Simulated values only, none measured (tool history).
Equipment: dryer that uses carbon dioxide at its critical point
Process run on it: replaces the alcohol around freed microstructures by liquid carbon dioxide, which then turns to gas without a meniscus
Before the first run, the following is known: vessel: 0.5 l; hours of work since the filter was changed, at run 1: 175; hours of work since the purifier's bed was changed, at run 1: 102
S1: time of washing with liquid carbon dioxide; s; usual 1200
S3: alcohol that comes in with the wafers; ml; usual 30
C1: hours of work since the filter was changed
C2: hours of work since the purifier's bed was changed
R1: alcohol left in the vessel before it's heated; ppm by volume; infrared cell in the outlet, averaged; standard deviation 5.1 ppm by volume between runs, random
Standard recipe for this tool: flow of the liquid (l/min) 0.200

Run 1, hour 0.0: usual settings; C1 175; C2 102. Result: R1 119 ppm by volume.
Run 2, hour 13.8: usual settings; C1 180; C2 107. Result: R1 113 ppm by volume.
Run 3, hour 33.1: usual settings but S3 31 ml; C1 187; C2 115. Result: R1 120 ppm by volume.
Run 4, hour 51.5: usual settings but S3 31 ml; C1 194; C2 122. Result: R1 116 ppm by volume.
Run 5, hour 71.7: usual settings but S3 31 ml; C1 202; C2 129. Result: R1 132 ppm by volume.
Run 6, hour 95.9: usual settings but S3 22 ml; C1 211; C2 138. Result: R1 92 ppm by volume.
Run 7, hour 110.1: usual settings but S3 22 ml; C1 217; C2 144. Result: R1 104 ppm by volume.
Run 8, hour 131.6: usual settings but flow of the liquid (l/min) 0.123; C1 225; C2 152. Result: R1 1461 ppm by volume.
Run 9, hour 147.3: usual settings; C1 231; C2 158. Result: R1 136 ppm by volume.
Run 10, hour 165.0: usual settings; C1 238; C2 165. Result: R1 128 ppm by volume.
Run 11, hour 181.3: usual settings but S1 900 s, flow of the liquid (l/min) 0.295; C1 244; C2 171. Result: R1 74 ppm by volume.
Run 12, hour 200.6: usual settings but S1 900 s, flow of the liquid (l/min) 0.295; C1 251; C2 178. Result: R1 77 ppm by volume.
Run 13, hour 210.4: usual settings but S3 22 ml; C1 255; C2 182. Result: R1 111 ppm by volume.
Run 14, hour 223.6: usual settings but S1 1260 s, flow of the liquid (l/min) 0.218, S3 119 ml; C1 260; C2 187. Result: R1 215 ppm by volume.
Run 15, hour 235.5: usual settings but S1 1740 s, flow of the liquid (l/min) 0.263, S3 119 ml; C1 265; C2 192. Result: R1 31 ppm by volume.
Run 16, hour 256.3: usual settings but S1 1020 s, flow of the liquid (l/min) 0.250, S3 49 ml; C1 273; C2 200. Result: R1 152 ppm by volume.
Run 17, hour 274.4: usual settings but flow of the liquid (l/min) 0.336; C1 279; C2 207. Result: R1 29 ppm by volume.
Run 18, hour 284.6: usual settings but S1 1860 s, flow of the liquid (l/min) 0.336, S3 28 ml; C1 283; C2 210. Result: R1 25 ppm by volume.
Run 19, hour 302.0: usual settings but S1 1020 s, flow of the liquid (l/min) 0.220, S3 55 ml; C1 290; C2 217. Result: R1 367 ppm by volume.
Run 20, hour 320.9: usual settings but S1 1440 s, flow of the liquid (l/min) 0.190, S3 74 ml; C1 297; C2 224. Result: R1 166 ppm by volume.

Each row is a separate what-if for the run after 20, all from the same tool condition, not one after another. Results?
Run A, hour 335.1: usual settings but S1 1440 s, flow of the liquid (l/min) 0.201, S3 74 ml; C1 303; C2 230. Result: R1 ?.
Run B, hour 335.1: usual settings but flow of the liquid (l/min) 0.156; C1 303; C2 230. Result: R1 ?.
Run C, hour 335.1: usual settings but S1 1500 s, flow of the liquid (l/min) 0.282, S3 29 ml; C1 303; C2 230. Result: R1 ?.
Run D, hour 335.1: usual settings but flow of the liquid (l/min) 0.170, S3 33 ml; C1 303; C2 230. Result: R1 ?.
Run E, hour 335.1: usual settings but S1 1740 s, flow of the liquid (l/min) 0.147, S3 50 ml; C1 303; C2 230. Result: R1 ?.

run   R1
  A  125
  B  579
  C   28
  D  400
  E  193
The same runs, with their run-to-run variation unchanged, on a tool lacking any hidden condition would have given:
run   R1
  A   48
  B  327
  C    4
  D  208
  E   85
